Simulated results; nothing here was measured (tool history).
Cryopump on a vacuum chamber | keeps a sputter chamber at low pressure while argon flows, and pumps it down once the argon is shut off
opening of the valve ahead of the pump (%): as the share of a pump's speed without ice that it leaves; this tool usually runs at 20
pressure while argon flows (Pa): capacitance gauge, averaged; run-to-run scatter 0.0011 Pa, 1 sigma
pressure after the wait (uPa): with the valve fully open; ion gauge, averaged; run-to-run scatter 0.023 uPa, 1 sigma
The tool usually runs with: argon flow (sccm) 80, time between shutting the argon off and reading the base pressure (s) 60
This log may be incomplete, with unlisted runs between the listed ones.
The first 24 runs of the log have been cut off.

run    hour  argon flow (sccm)  time between shutting the argon off and reading the base pressure (s)  opening of the valve ahead of the pump (%)  pressure while argon flows (Pa)  pressure after the wait (uPa)
 25  1404.9                 80                                                                    204                                          48                           0.1397                           0.34
 26  1447.8                 80                                                                    204                                          48                           0.1401                           0.42
 27  1522.7                127                                                                     60                                          25                           0.4063                           0.83
 28  1576.9                127                                                                    178                                          24                           0.4222                           0.43
 29  1635.6                 78                                                                     26                                          27                           0.2339                           1.58
 30  1692.8                 78                                                                    278                                          59                           0.1167                           0.37
 31  1745.5                 48                                                                     60                                          20                           0.1918                           0.86
 32  1787.6                 48                                                                     60                                          20                           0.1921                           0.86
 33    1824                 48                                                                     60                                          20                            0.192                           0.85

Forecast each of these 4 alternatives for the next run:
  A  1877.6                 63                                                                    183                                          20                                ?                              ?
  B  1877.6                 80                                                                     60                                          52                                ?                              ?
  C  1877.6                 46                                                                    155                                          23                                ?                              ?
  D  1877.6                 48                                                                     45                                          16                                ?                              ?

run  pressure while argon flows (Pa)  pressure after the wait (uPa)
  A                           0.2526                           0.48
  B                           0.1367                           0.89
  C                           0.1616                           0.49
  D                           0.2381                           1.11
With no hidden state in the tool, these same runs would have given:
run  pressure while argon flows (Pa)  pressure after the wait (uPa)
  A                           0.2361                           0.33
  B                           0.1158                           0.74
  C                           0.1497                           0.33
  D                           0.2256                           0.96
